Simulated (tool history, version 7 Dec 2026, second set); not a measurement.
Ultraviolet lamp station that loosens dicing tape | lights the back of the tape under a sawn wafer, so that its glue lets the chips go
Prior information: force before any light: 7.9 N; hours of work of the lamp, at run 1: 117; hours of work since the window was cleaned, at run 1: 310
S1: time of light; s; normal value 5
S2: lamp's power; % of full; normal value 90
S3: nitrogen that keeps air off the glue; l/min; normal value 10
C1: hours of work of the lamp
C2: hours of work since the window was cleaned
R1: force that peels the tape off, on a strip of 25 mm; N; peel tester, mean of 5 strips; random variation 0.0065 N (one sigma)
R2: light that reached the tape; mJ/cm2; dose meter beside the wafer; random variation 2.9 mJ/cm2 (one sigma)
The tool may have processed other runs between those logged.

run 1 hour=0 | S1=5 S2=90 S3=10 | C1=117 C2=310 | R1=0.232 R2=374
run 2 hour=38.5 | S1=5 S2=90 S3=10 | C1=146 C2=339 | R1=0.255 R2=366
run 3 hour=65.4 | S1=5 S2=90 S3=10 | C1=166 C2=359 | R1=0.24 R2=364
run 4 hour=82.8 | S1=5 S2=90 S3=10 | C1=179 C2=372 | R1=0.24 R2=359
run 5 hour=105.1 | S1=5 S2=90 S3=10 | C1=196 C2=389 | R1=0.24 R2=360
run 6 hour=138.3 | S1=5 S2=90 S3=10 | C1=220 C2=414 | R1=0.246 R2=357
-- hour=155.4 window cleaned of glue's vapour
run 7 hour=176.2 | S1=5 S2=90 S3=10 | C1=249 C2=16 | R1=0.224 R2=382
run 8 hour=203.4 | S1=5 S2=90 S3=10 | C1=269 C2=36 | R1=0.229 R2=377
run 9 hour=222.6 | S1=9 S2=90 S3=10 | C1=283 C2=50 | R1=0.17 R2=673
run 10 hour=250.6 | S1=9 S2=90 S3=10 | C1=304 C2=72 | R1=0.176 R2=659
run 11 hour=282 | S1=5 S2=71 S3=10 | C1=328 C2=95 | R1=0.355 R2=290
run 12 hour=306 | S1=5 S2=71 S3=10 | C1=346 C2=113 | R1=0.352 R2=281
run 13 hour=343.4 | S1=5 S2=90 S3=4 | C1=374 C2=141 | R1=0.354 R2=356
run 14 hour=380.1 | S1=4 S2=90 S3=4 | C1=402 C2=169 | R1=0.562 R2=279
run 15 hour=406.3 | S1=4 S2=90 S3=4 | C1=421 C2=188 | R1=0.57 R2=282
run 16 hour=437.5 | S1=5 S2=90 S3=10 | C1=445 C2=212 | R1=0.266 R2=343
run 17 hour=470.9 | S1=5 S2=90 S3=16 | C1=470 C2=237 | R1=0.24 R2=339
run 18 hour=489.2 | S1=5 S2=90 S3=16 | C1=484 C2=251 | R1=0.243 R2=340
run 19 hour=516.2 | S1=5 S2=90 S3=16 | C1=504 C2=271 | R1=0.251 R2=331
run 20 hour=543.8 | S1=5 S2=90 S3=10 | C1=525 C2=292 | R1=0.276 R2=329
run 21 hour=581.8 | S1=5 S2=90 S3=10 | C1=553 C2=320 | R1=0.281 R2=324
run 22 hour=608.5 | S1=5 S2=97 S3=10 | C1=573 C2=340 | R1=0.253 R2=342
run 23 hour=639 | S1=8 S2=95 S3=3 | C1=596 C2=363 | R1=0.217 R2=540
run 24 hour=674.1 | S1=7 S2=82 S3=4 | C1=622 C2=389 | R1=0.274 R2=401
run 25 hour=695.8 | S1=2 S2=70 S3=3 | C1=639 C2=406 | R1=3.199 R2=95
-- hour=722.6 window cleaned of glue's vapour
run 26 hour=730 | S1=5 S2=72 S3=10 | C1=664 C2=6 | R1=0.41 R2=270
run 27 hour=755.6 | S1=8 S2=90 S3=11 | C1=683 C2=25 | R1=0.171 R2=536
run 28 hour=792.8 | S1=9 S2=81 S3=9 | C1=711 C2=53 | R1=0.184 R2=530
run 29 hour=827.4 | S1=5 S2=70 S3=10 | C1=737 C2=79 | R1=0.475 R2=255
run 30 hour=855.3 | S1=5 S2=97 S3=9 | C1=758 C2=100 | R1=0.275 R2=344
run 31 hour=888.4 | S1=5 S2=84 S3=10 | C1=783 C2=124 | R1=0.332 R2=289
run 32 hour=911.7 | S1=4 S2=96 S3=15 | C1=800 C2=142 | R1=0.367 R2=264
run 33 hour=947.1 | S1=5 S2=72 S3=3 | C1=827 C2=169 | R1=0.879 R2=249
run 34 hour=982.8 | S1=5 S2=96 S3=10 | C1=854 C2=195 | R1=0.297 R2=322
run 35 hour=1013.8 | S1=5 S2=96 S3=10 | C1=877 C2=219 | R1=0.304 R2=321
run 36 hour=1037.7 | S1=3 S2=69 S3=4 | C1=895 C2=237 | R1=2.03 R2=134
run 37 hour=1055.2 | S1=3 S2=100 S3=18 | C1=908 C2=250 | R1=0.642 R2=193
run 38 hour=1077.6 | S1=2 S2=76 S3=20 | C1=925 C2=266 | R1=2.018 R2=103
run 39 hour=1104.8 | S1=2 S2=76 S3=20 | C1=945 C2=287 | R1=2.084 R2=95
run 40 hour=1135.4 | S1=2 S2=76 S3=20 | C1=968 C2=310 | R1=2.056 R2=95
run 41 hour=1170.5 | S1=2 S2=85 S3=6 | C1=995 C2=336 | R1=2.473 R2=105
run 42 hour=1188 | S1=5 S2=100 S3=3 | C1=1008 C2=349 | R1=0.553 R2=307

Predict each of these 5 candidate next runs independently; none follows another, all start after run 42:
run A hour=1214.1 | S1=6 S2=73 S3=3 | C1=1027 C2=369 | R1=? R2=?
run B hour=1214.1 | S1=5 S2=65 S3=5 | C1=1027 C2=369 | R1=? R2=?
run C hour=1214.1 | S1=7 S2=92 S3=6 | C1=1027 C2=369 | R1=? R2=?
run D hour=1214.1 | S1=5 S2=64 S3=3 | C1=1027 C2=369 | R1=? R2=?
run E hour=1214.1 | S1=4 S2=62 S3=15 | C1=1027 C2=369 | R1=? R2=?

run=A R1=0.764 R2=267
run=B R1=1.069 R2=198
run=C R1=0.262 R2=394
run=D R1=1.376 R2=195
run=E R1=1.175 R2=148
With the hidden condition removed and each run's random variation left untouched, the same runs would have given:
run=A R1=0.32 R2=408
run=B R1=0.459 R2=303
run=C R1=0.182 R2=601
run=D R1=0.624 R2=298
run=E R1=0.509 R2=228
